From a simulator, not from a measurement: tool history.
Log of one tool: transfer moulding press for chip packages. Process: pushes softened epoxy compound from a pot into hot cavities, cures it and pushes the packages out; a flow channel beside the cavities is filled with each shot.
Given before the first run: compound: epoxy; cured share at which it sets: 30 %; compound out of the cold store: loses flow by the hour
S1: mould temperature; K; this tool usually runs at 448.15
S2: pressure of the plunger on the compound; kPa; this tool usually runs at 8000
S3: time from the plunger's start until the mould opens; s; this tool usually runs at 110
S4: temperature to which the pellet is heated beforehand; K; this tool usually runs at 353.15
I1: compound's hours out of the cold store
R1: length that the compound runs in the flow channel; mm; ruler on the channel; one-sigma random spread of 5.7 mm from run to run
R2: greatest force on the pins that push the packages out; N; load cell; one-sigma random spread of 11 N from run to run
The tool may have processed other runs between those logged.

run   hour      S1    S2   S3      S4    I1   R1    R2
  1      0  448.15  8000  110  353.15  19.5  864   668
  2   25.8  448.15  8000  110  353.15  12.3  889   764
  3   44.2  448.15  8000  110  353.15  12.8  888   791
  4   62.8  448.15  8000  110  353.15  38.7  790   792
  5   81.2  448.15  8000  110  353.15  45.9  786   818
      92.4  -- cavities cleaned with cleaning compound and waxed
  6  103.4  448.15  8000  110  353.15  43.2  780   574
  7  116.6  448.15  8000  110  353.15  15.5  869   646
  8  128.5  448.15  8000  110  353.15  46.3  772   635
  9  150.9  448.15  8000  110  353.15  34.9  791   739
 10  173.2  448.15  8000  110  353.15  30.2  811   781
 11    187  453.15  8000  110  353.15  29.9  793   747
 12  200.3  448.15  8000  110  353.15  40.7  775   801
       209  -- cavities cleaned with cleaning compound and waxed
 13  220.5  448.15  8000  110  353.15  20.9  834   567
 14  238.2  442.15  8000  110  353.15   8.8  894   944
 15  261.2  442.15  9120  110  353.15  30.2  882   981
 16  279.5  442.15  9120  110  363.15  27.3  880  1047
 17  292.5  448.15  8000  110  347.15   8.5  879   811
 18  303.7  449.15  8320  148  356.15  18.6  849   714
     325.8  -- cavities cleaned with cleaning compound and waxed
 19  329.4  449.15  6930  148  362.15    38  720   466
 20    354  447.15  7860  124  363.15    32  780   615
 21  377.8  447.15  7860  124  363.15  39.1  763   682
 22  395.7  447.15  7860  124  363.15  45.5  749   706
 23  411.9  450.15  8550  133  361.15  10.2  880   752
 24  429.7  442.15  8000   98  349.15  35.1  790  1411
     433.4  -- plunger's sealing rings changed
     444.4  -- cavities cleaned with cleaning compound and waxed
 25  447.1  442.15  8000   98  349.15  15.7  893   911
 26  470.7  448.15  9910  110  359.15  34.6  908   615
 27  490.5  443.15  6660  116  354.15  29.7  779   807
     498.8  -- mould's thermocouples calibrated
 28  518.3  448.15  7990  141  355.15  39.2  794   710

Alternative continuations, all from the tool just after run 28; predict every row:
  A  540.8  449.15  7990  139  355.15  41.6   ?   ?
  B  540.8  450.15  8030  110  361.15  23.5   ?   ?
  C  540.8  448.15  7330   94  353.15  30.5   ?   ?
  D  540.8  448.15  7720  110  353.15   8.9   ?   ?

run   R1    R2
  A  789   713
  B  839   776
  C  794  1090
  D  879   859
Without the tool's unlogged condition, the same runs would have read:
run   R1   R2
  A  799  434
  B  850  472
  C  803  660
  D  890  517

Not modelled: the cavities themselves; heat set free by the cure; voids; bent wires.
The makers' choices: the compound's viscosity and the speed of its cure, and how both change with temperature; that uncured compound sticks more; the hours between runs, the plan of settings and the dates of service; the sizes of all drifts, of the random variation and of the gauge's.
